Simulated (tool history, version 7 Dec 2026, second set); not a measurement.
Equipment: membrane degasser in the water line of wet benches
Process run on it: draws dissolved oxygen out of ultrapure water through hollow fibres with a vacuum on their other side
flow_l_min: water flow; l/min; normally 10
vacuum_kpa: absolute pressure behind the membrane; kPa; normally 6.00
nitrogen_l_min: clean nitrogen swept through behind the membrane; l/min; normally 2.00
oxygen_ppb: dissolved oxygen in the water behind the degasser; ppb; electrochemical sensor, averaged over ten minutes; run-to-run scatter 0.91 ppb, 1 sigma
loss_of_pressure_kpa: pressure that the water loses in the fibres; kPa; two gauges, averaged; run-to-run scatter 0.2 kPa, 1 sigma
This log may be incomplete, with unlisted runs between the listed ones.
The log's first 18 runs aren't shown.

run,hour,flow_l_min,vacuum_kpa,nitrogen_l_min,oxygen_ppb,loss_of_pressure_kpa
19,1353.0,16,12.24,0.82,618.5,71.87
20,1410.7,6,5.41,2.17,24.0,26.63
21,1481.5,6,5.41,2.17,23.6,27.04
22,1549.1,7,6.00,4.43,25.0,31.35
23,1602.5,7,6.00,4.43,25.6,31.25
24,1653.5,10,3.92,1.61,74.0,44.77
25,1752.1,6,5.77,2.04,27.6,26.94
26,1796.3,6,5.77,2.04,28.0,26.83
27,1882.1,9,6.00,0.92,113.8,40.50
28,1948.4,9,6.00,0.92,112.7,40.34
29,2010.2,9,6.00,0.92,112.1,40.38
30,2073.8,10,9.06,2.01,135.2,44.70
31,2134.1,10,9.06,2.01,137.1,44.65
32,2207.2,10,9.06,2.01,138.3,45.22

Here are 4 independent what-if runs from the current tool condition. What would each one return?
# hour 2285.4: seals of the vacuum lines changed
A,2287.9,7,3.96,2.06,?,?
# hour 2285.4: seals of the vacuum lines changed
B,2287.9,7,9.06,2.01,?,?
# hour 2285.4: seals of the vacuum lines changed
C,2287.9,10,12.07,2.00,?,?
# hour 2285.4: seals of the vacuum lines changed
D,2287.9,12,12.92,2.66,?,?

run,oxygen_ppb,loss_of_pressure_kpa
A,22.8,31.33
B,65.5,31.67
C,168.2,45.12
D,217.8,54.07
Had the tool no hidden state, the same runs would have come out as:
run,oxygen_ppb,loss_of_pressure_kpa
A,17.6,30.44
B,60.5,30.78
C,156.6,43.84
D,201.5,52.54

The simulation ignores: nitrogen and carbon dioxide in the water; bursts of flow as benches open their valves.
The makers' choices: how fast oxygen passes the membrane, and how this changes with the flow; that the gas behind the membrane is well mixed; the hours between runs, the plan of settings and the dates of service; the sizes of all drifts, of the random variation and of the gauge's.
